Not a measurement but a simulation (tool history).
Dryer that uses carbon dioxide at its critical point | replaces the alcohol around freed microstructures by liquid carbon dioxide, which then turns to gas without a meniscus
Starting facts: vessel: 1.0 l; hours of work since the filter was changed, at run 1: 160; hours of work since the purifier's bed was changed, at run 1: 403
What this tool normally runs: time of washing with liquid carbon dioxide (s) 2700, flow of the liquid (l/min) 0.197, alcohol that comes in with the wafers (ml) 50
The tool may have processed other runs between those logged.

| run | hour | time of washing with liquid carbon dioxide (s) | flow of the liquid (l/min) | alcohol that comes in with the wafers (ml) | hours of work since the filter was changed | hours of work since the purifier's bed was changed | alcohol left in the vessel before it's heated (ppm by volume) |
|---|---|---|---|---|---|---|---|
| 1 | 0 | 2700 | 0.197 | 50 | 160 | 403 | 146 |
| 2 | 18 | 4200 | 0.197 | 50 | 171 | 414 | 97 |
| 3 | 37.9 | 4200 | 0.197 | 50 | 183 | 426 | 113 |
| 4 | 52.2 | 2880 | 0.197 | 50 | 191 | 435 | 140 |
| 5 | 62.3 | 2700 | 0.197 | 98 | 198 | 441 | 210 |
| 6 | 79.2 | 2700 | 0.197 | 22 | 208 | 451 | 143 |
| 7 | 89.1 | 3780 | 0.197 | 50 | 214 | 458 | 116 |
| 8 | 100.9 | 3780 | 0.197 | 35 | 221 | 465 | 125 |
| 9 | 118.6 | 2700 | 0.197 | 31 | 232 | 476 | 157 |
| 10 | 139.6 | 2700 | 0.197 | 31 | 245 | 488 | 157 |
| 11 | 157.4 | 2700 | 0.197 | 31 | 256 | 499 | 154 |
| 12 | 174.7 | 2700 | 0.197 | 50 | 266 | 510 | 182 |
| 13 | 193.3 | 2700 | 0.197 | 50 | 278 | 521 | 199 |
| 14 | 204.8 | 2700 | 0.197 | 50 | 285 | 528 | 187 |
| 15 | 214.3 | 2700 | 0.197 | 50 | 291 | 534 | 192 |
| 16 | 233 | 2700 | 0.197 | 50 | 302 | 545 | 196 |
| 17 | 250.3 | 2700 | 0.197 | 50 | 313 | 556 | 202 |
| 18 | 259.4 | 2700 | 0.197 | 50 | 318 | 562 | 202 |
| 19 | 273.6 | 2520 | 0.204 | 39 | 327 | 570 | 205 |
| 20 | 284.9 | 2160 | 0.302 | 57 | 334 | 577 | 157 |
| 21 | 305.8 | 2700 | 0.168 | 50 | 346 | 590 | 339 |
| 22 | 317.6 | 2100 | 0.208 | 43 | 354 | 597 | 327 |
| 23 | 337.2 | 2100 | 0.246 | 51 | 366 | 609 | 229 |
| 24 | 357.8 | 2100 | 0.246 | 51 | 378 | 622 | 230 |
| 25 | 367 | 2100 | 0.246 | 51 | 384 | 627 | 238 |
| 26 | 387.9 | 2100 | 0.122 | 91 | 397 | 640 | 4437 |
| 27 | 400.1 | 2100 | 0.122 | 91 | 404 | 648 | 4493 |
| 28 | 413 | 2040 | 0.207 | 28 | 412 | 656 | 316 |
| 29 | 428.8 | 2700 | 0.261 | 50 | 422 | 665 | 183 |
| 30 | 443.9 | 2400 | 0.233 | 50 | 431 | 674 | 210 |
| 31 | 454.3 | 3240 | 0.135 | 83 | 437 | 681 | 637 |
|  | 466.9 | purifier's bed changed |
| 32 | 478.2 | 3240 | 0.135 | 83 | 450 | 7 | 498 |
|  | 492.9 | inlet filter changed |
| 33 | 497.6 | 1980 | 0.135 | 57 | 3 | 18 | 1689 |
| 34 | 509.4 | 1980 | 0.135 | 57 | 10 | 25 | 1700 |
| 35 | 523.5 | 1860 | 0.284 | 50 | 19 | 34 | 43 |
| 36 | 535.3 | 1740 | 0.138 | 77 | 26 | 41 | 3241 |

Some steps in alcohol left in the vessel before it's heated (ppm by volume), run to run, broken into two amounts with sign: the step expected even without the hidden condition (settings, incoming material, random variation), and the rest, left for the hidden condition together with whatever gauge scatter is not in both the measured and the hidden-condition-free result:
Hidden conditions of the tool in this case: flow that reaches the vessel past the clogged filter, %; alcohol in the recycled carbon dioxide, ppm; drift of the gauge itself on alcohol_ppm, %.
Run 25 -> 26: flow of the liquid (l/min) 0.246 -> 0.122, alcohol that comes in with the wafers (ml) 51 -> 91. alcohol left in the vessel before it's heated (ppm by volume) +4199: hidden state +1169, all else +3030.
Run 27 -> 28: time of washing with liquid carbon dioxide (s) 2100 -> 2040, flow of the liquid (l/min) 0.122 -> 0.207, alcohol that comes in with the wafers (ml) 91 -> 28. alcohol left in the vessel before it's heated (ppm by volume) -4177: hidden state -1172, all else -3005.
Run 30 -> 31: time of washing with liquid carbon dioxide (s) 2400 -> 3240, flow of the liquid (l/min) 0.233 -> 0.135, alcohol that comes in with the wafers (ml) 50 -> 83. alcohol left in the vessel before it's heated (ppm by volume) +427: hidden state +202, all else +225.
Run 35 -> 36: time of washing with liquid carbon dioxide (s) 1860 -> 1740, flow of the liquid (l/min) 0.284 -> 0.138, alcohol that comes in with the wafers (ml) 50 -> 77. alcohol left in the vessel before it's heated (ppm by volume) +3198: hidden state +112, all else +3086.
